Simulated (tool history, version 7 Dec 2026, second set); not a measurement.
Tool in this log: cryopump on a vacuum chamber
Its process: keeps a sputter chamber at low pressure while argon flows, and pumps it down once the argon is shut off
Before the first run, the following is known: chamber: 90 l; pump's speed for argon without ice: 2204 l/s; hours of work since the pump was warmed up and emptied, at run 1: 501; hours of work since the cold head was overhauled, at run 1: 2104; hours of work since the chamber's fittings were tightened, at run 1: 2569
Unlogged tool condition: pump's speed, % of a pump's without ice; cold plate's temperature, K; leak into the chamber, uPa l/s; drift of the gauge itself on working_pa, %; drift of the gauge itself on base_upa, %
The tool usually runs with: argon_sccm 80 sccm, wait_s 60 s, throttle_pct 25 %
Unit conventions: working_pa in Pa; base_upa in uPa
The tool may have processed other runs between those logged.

| run | hour | argon_sccm | wait_s | throttle_pct | hours of work since the pump was warmed up and emptied | hours of work since the cold head was overhauled | hours of work since the chamber's fittings were tightened | working_pa | base_upa |
|---|---|---|---|---|---|---|---|---|---|
| 1 | 0.0 | 80 | 60 | 25 | 501 | 2104 | 2569 | 0.2570 | 1.52 |
| 2 | 44.9 | 91 | 60 | 25 | 530 | 2132 | 2598 | 0.2935 | 1.57 |
| 3 | 119.3 | 80 | 60 | 25 | 576 | 2179 | 2644 | 0.2622 | 1.59 |
| 4 | 182.1 | 80 | 60 | 25 | 616 | 2219 | 2684 | 0.2624 | 1.57 |
| 5 | 255.8 | 80 | 60 | 25 | 662 | 2265 | 2730 | 0.2632 | 1.63 |
| 6 | 316.4 | 80 | 60 | 25 | 700 | 2303 | 2768 | 0.2645 | 1.57 |
|  | 385.3 | pump warmed up, emptied and cooled again |
| 7 | 403.5 | 80 | 60 | 25 | 11 | 2354 | 2820 | 0.2463 | 1.44 |
| 8 | 496.9 | 80 | 60 | 25 | 70 | 2413 | 2878 | 0.2477 | 1.50 |
| 9 | 542.9 | 80 | 60 | 25 | 99 | 2442 | 2907 | 0.2494 | 1.52 |
| 10 | 622.8 | 80 | 232 | 25 | 149 | 2492 | 2957 | 0.2507 | 0.69 |
| 11 | 666.5 | 146 | 69 | 24 | 177 | 2520 | 2985 | 0.4770 | 1.44 |
| 12 | 712.0 | 146 | 69 | 24 | 205 | 2548 | 3013 | 0.4761 | 1.38 |
| 13 | 789.2 | 80 | 26 | 29 | 254 | 2597 | 3062 | 0.2195 | 2.96 |
| 14 | 834.3 | 92 | 26 | 29 | 282 | 2625 | 3090 | 0.2520 | 2.92 |
| 15 | 884.1 | 92 | 26 | 21 | 313 | 2656 | 3122 | 0.3452 | 2.97 |
| 16 | 926.2 | 123 | 40 | 25 | 340 | 2683 | 3148 | 0.3896 | 2.04 |
| 17 | 996.2 | 38 | 40 | 31 | 384 | 2727 | 3192 | 0.0992 | 2.05 |

3 ways to go on from here, each from the tool as it stands after run 17. What would each give?
| A | 1044.0 | 35 | 25 | 46 | 414 | 2757 | 3222 | ? | ? |
| B | 1044.0 | 118 | 239 | 30 | 414 | 2757 | 3222 | ? | ? |
| C | 1044.0 | 38 | 40 | 26 | 414 | 2757 | 3222 | ? | ? |

| run | working_pa | base_upa |
|---|---|---|
| A | 0.0630 | 3.09 |
| B | 0.3175 | 0.83 |
| C | 0.1177 | 2.17 |
Had the tool no hidden state, the same runs would have come out as:
| run | working_pa | base_upa |
|---|---|---|
| A | 0.0578 | 2.68 |
| B | 0.3002 | 0.42 |
| C | 0.1121 | 1.75 |

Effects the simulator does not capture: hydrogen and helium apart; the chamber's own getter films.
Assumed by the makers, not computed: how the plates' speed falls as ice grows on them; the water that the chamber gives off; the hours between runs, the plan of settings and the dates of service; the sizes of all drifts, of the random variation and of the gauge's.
